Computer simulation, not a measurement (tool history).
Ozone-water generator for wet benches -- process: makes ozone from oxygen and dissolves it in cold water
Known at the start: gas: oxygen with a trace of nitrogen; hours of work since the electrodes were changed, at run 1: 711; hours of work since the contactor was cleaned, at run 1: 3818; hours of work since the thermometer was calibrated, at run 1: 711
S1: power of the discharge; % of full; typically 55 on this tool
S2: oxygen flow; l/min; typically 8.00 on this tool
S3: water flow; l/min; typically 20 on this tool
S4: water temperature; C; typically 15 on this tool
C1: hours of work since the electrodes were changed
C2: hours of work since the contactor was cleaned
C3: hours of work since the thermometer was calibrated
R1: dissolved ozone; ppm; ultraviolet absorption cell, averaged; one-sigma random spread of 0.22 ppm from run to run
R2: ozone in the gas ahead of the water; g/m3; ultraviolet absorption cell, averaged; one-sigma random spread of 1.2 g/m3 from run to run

run,day,S1,S2,S3,S4,C1,C2,C3,R1,R2
1,0.000,55,8.00,20,15,711,3818,711,30.5,216.6
2,2.229,55,8.00,20,15,744,3852,744,30.2,217.1
3,4.004,55,8.00,20,15,771,3878,771,30.5,215.0
4,6.858,55,8.00,20,15,814,3921,814,30.4,214.9
5,9.629,55,8.00,20,11,855,3963,855,32.3,216.8
6,11.525,55,7.17,20,15,884,3991,884,30.1,225.4
7,13.079,55,8.00,20,10,907,4015,907,32.5,218.0
8,14.950,55,8.00,20,10,935,4043,935,32.9,215.9
9,16.583,55,8.00,20,10,960,4067,960,32.4,216.9
10,18.471,55,8.00,20,15,988,4096,988,29.9,214.3
11,20.250,55,8.00,20,15,1015,4122,1015,30.2,215.6
12,22.429,55,8.00,20,15,1048,4155,1048,29.8,215.5
13,25.000,73,7.89,26,15,1086,4194,1086,26.9,250.3
14,26.512,55,8.00,14,15,1109,4216,1109,39.4,213.5
15,29.350,55,8.00,14,15,1152,4259,1152,38.8,214.1
16,30.567,54,8.00,20,15,1170,4277,1170,29.6,212.3
17,32.325,55,8.00,32,8,1196,4304,1196,20.5,213.8
18,35.083,55,8.00,32,8,1238,4345,1238,20.4,215.2
19,36.767,55,8.00,32,8,1263,4370,1263,20.6,213.8
20,38.112,55,8.00,32,8,1283,4391,1283,20.4,212.9
21,40.258,55,8.00,20,17,1315,4423,1315,28.8,214.1
22,43.046,76,8.00,22,15,1357,4465,1357,32.3,251.2
23,45.633,76,7.39,16,15,1396,4504,1396,41.5,261.6
24,48.350,76,7.39,16,15,1437,4544,1437,41.6,260.4

How would selected steps in R1 from run to run divide? Give the signed amount a tool lacking its hidden state would still show from settings, what came in and random variation, and the signed amount left for the hidden state, including any gauge scatter that is not in both of the compared results.
The hidden state here: yield of the discharge, % of new electrodes'; contactor's efficiency, % of a clean one's; true water temperature over the reading, C; drift of the gauge itself on ozone_ppm, %; drift of the gauge itself on gas_g_m3, %.
Run 13 -> 14: S1 73 -> 55, S2 7.89 -> 8.00, S3 26 -> 14. R1 +12.5 ppm: hidden state -0.1, all else +12.6.
Run 21 -> 22: S1 55 -> 76, S3 20 -> 22, S4 17 -> 15. R1 +3.5 ppm: hidden state -0.9, all else +4.4.
Run 22 -> 23: S2 8.00 -> 7.39, S3 22 -> 16. R1 +9.2 ppm: hidden state -0.7, all else +9.9.
